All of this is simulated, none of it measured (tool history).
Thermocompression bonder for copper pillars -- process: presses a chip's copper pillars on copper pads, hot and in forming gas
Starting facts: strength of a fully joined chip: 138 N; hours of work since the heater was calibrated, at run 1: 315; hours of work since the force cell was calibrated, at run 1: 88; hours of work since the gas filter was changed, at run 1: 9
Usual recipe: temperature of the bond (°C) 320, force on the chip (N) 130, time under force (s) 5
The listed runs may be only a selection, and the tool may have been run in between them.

run	hour	temperature of the bond (°C)	force on the chip (N)	time under force (s)	hours of work since the heater was calibrated	hours of work since the force cell was calibrated	hours of work since the gas filter was changed	force that shears a chip off (N)
1	0.0	320	130	5	315	88	9	65.2
2	43.7	320	130	5	333	106	27	64.7
3	78.0	320	130	5	347	121	42	65.0
4	109.3	320	130	5	360	133	55	65.4
5	142.3	294	130	5	374	147	68	44.4
6	174.5	294	130	5	387	160	81	44.0
7	211.4	294	130	5	402	176	97	43.3
# hour 240.8: forming gas filter changed
8	245.1	320	153	5	416	189	2	74.7
9	271.0	320	153	5	427	200	12	72.9
10	319.7	320	130	5	447	220	33	64.2
11	357.8	320	130	5	463	236	48	63.5
12	390.3	320	130	5	476	249	62	62.5
13	440.9	320	166	5	497	270	83	79.5
14	494.7	320	166	5	519	292	105	78.3
# hour 504.8: forming gas filter changed
15	528.3	320	131	5	533	306	10	63.9
16	566.0	320	130	5	548	322	25	63.4
17	622.7	320	130	5	572	345	49	63.0
18	670.0	320	130	5	591	364	68	62.9
19	694.2	320	130	5	601	374	78	61.9
20	730.7	320	130	10	616	390	93	78.6
# hour 765.1: forming gas filter changed
21	775.5	320	130	10	635	408	4	76.9
22	809.1	320	130	10	648	422	18	77.9
23	847.8	320	130	10	664	438	34	77.7
24	881.7	299	126	4	678	452	48	40.2
25	931.9	304	111	11	699	472	69	56.3
26	956.8	304	111	11	709	483	79	56.3
27	1009.5	319	130	5	731	504	101	58.9
# hour 1027.1: forming gas filter changed
28	1061.8	324	156	5	753	526	14	75.6
29	1100.9	336	121	5	769	542	30	69.1
30	1148.6	336	121	5	788	562	50	71.0
31	1204.0	344	130	3	811	585	73	68.5
32	1244.8	320	94	3	828	601	90	34.9
33	1269.8	309	87	13	838	612	100	49.5
# hour 1289.8: forming gas filter changed
34	1308.8	292	86	3	854	628	8	20.5
35	1350.0	307	119	5	871	645	25	46.8
36	1395.8	320	78	5	890	663	44	35.2
37	1425.5	320	130	3	902	676	56	49.5
# hour 1449.3: heater calibrated with a thermocouple chip
38	1465.7	320	130	3	7	692	72	54.0
39	1499.1	320	130	3	21	705	86	55.2
40	1542.5	312	130	11	38	723	103	77.4

3 options for the next run, each taken on its own from the tool as it stands now. Forecast them:
# hour 1556.4: forming gas filter changed
A	1569.3	320	136	8	49	734	5	?
# hour 1556.4: forming gas filter changed
B	1569.3	330	130	7	49	734	5	?
# hour 1556.4: forming gas filter changed
C	1569.3	304	135	3	49	734	5	?

run	force that shears a chip off (N)
A	81.7
B	83.3
C	45.7
Take away the tool's hidden state, keep each run's random variation, and the runs would have read:
run	force that shears a chip off (N)
A	83.9
B	85.5
C	47.3
